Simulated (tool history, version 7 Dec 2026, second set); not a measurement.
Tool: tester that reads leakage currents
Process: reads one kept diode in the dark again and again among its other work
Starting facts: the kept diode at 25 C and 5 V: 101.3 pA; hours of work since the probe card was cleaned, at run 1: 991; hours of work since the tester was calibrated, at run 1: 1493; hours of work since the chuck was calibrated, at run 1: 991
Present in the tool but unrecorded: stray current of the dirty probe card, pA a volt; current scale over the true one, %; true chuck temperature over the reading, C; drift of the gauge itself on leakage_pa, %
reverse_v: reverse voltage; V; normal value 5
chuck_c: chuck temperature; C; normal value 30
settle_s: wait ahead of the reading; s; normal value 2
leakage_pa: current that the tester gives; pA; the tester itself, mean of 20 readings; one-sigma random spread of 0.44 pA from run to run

run    hour  reverse_v  chuck_c  settle_s  hours of work since the probe card was cleaned  hours of work since the tester was calibrated  hours of work since the chuck was calibrated  leakage_pa
  1       0          5       30         2                                             991                                           1493                                           991       152.4
      115.8  -- probe card cleaned and baked
  2   160.1          5       30         2                                              35                                           1618                                          1116      150.81
  3   306.8          5       30         2                                             152                                           1735                                          1233      151.81
  4   432.8          5       30         2                                             252                                           1835                                          1334      152.15
  5   583.2          5       30      2.42                                             372                                           1955                                          1453      154.17
  6   663.4          5       30      2.42                                             436                                           2019                                          1517      153.23
  7   809.6          5       30         2                                             552                                           2135                                          1634      153.97
  8   917.2          5       30         2                                             638                                           2221                                          1719      155.07
  9  1071.1          5       30         2                                             761                                           2344                                          1842      156.48
 10  1188.9       5.12       30         2                                             854                                           2437                                          1936      159.47
 11  1310.6          5       23         2                                             951                                           2534                                          2032        96.6
     1424.4  -- chuck's temperature calibrated
 12  1468.6      10.85       24      0.91                                            1076                                           2659                                            35      151.89
     1488.5  -- probe card cleaned and baked
 13  1587.4      10.85       24      0.91                                              79                                           2751                                           127      147.63
 14  1681.2        3.7       44      2.99                                             153                                           2825                                           202      320.06
 15  1810.4       8.25       32      2.72                                             256                                           2928                                           305      224.34
 16  1908.7       8.25       32      2.72                                             335                                           3007                                           383      226.34
 17  2016.2       8.25       32      2.72                                             420                                           3092                                           469      227.58
 18  2174.4       8.25       32      2.72                                             546                                           3218                                           595      228.22
 19  2268.2       8.25       32      2.72                                             621                                           3293                                           669      227.34
 20    2349      17.97       25      7.99                                             685                                           3357                                           734      217.21

Predict each of these 5 candidate next runs independently; none follows another, all start after run 20:
  A  2501       4.34       38         2                                             806                                           3478                                           855           ?
  B  2501       6.05       59       3.1                                             806                                           3478                                           855           ?
  C  2501      17.97       56      7.99                                             806                                           3478                                           855           ?
  D  2501      17.97       22      0.39                                             806                                           3478                                           855           ?
  E  2501       3.31       36      7.99                                             806                                           3478                                           855           ?

run  leakage_pa
  A      243.08
  B     1063.45
  C     1606.32
  D      180.63
  E      182.41
With the hidden condition removed and each run's random variation left untouched, the same runs would have given:
run  leakage_pa
  A      232.33
  B     1023.01
  C     1541.54
  D      166.73
  E      174.31
